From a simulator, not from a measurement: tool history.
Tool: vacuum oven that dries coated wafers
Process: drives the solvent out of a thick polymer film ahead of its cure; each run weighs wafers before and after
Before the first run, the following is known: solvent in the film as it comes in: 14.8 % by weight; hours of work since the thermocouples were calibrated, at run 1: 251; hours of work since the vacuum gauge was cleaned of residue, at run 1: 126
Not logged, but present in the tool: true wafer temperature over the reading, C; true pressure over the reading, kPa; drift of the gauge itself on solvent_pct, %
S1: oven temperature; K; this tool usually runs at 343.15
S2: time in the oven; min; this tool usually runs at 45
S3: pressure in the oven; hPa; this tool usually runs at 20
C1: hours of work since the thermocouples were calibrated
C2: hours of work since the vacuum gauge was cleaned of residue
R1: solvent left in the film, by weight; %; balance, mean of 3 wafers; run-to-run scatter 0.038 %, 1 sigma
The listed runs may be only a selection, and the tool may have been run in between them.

{"run": 1, "day": 0.0, "S1": 343.15, "S2": 45, "S3": 20, "C1": 251, "C2": 126, "R1": 3.73}
{"run": 2, "day": 2.196, "S1": 343.15, "S2": 62, "S3": 20, "C1": 289, "C2": 164, "R1": 3.37}
{"run": 3, "day": 4.912, "S1": 343.15, "S2": 45, "S3": 20, "C1": 335, "C2": 210, "R1": 3.72}
{"run": 4, "day": 6.9, "S1": 343.15, "S2": 45, "S3": 20, "C1": 369, "C2": 244, "R1": 3.65}
{"run": 5, "day": 8.858, "S1": 343.15, "S2": 45, "S3": 20, "C1": 403, "C2": 277, "R1": 3.68}
{"run": 6, "day": 10.521, "S1": 343.15, "S2": 45, "S3": 15, "C1": 431, "C2": 306, "R1": 3.01}
{"run": 7, "day": 11.917, "S1": 343.15, "S2": 45, "S3": 16.9, "C1": 455, "C2": 330, "R1": 3.35}

Expected results for the next run?
{"run": 8, "day": 13.408, "S1": 343.15, "S2": 42, "S3": 16.9, "C1": 481, "C2": 355, "R1": "?"}

Run 8 produced R1 3.34 %.
Minus the tool's unlogged condition, the same run would have read R1 3.18 %.
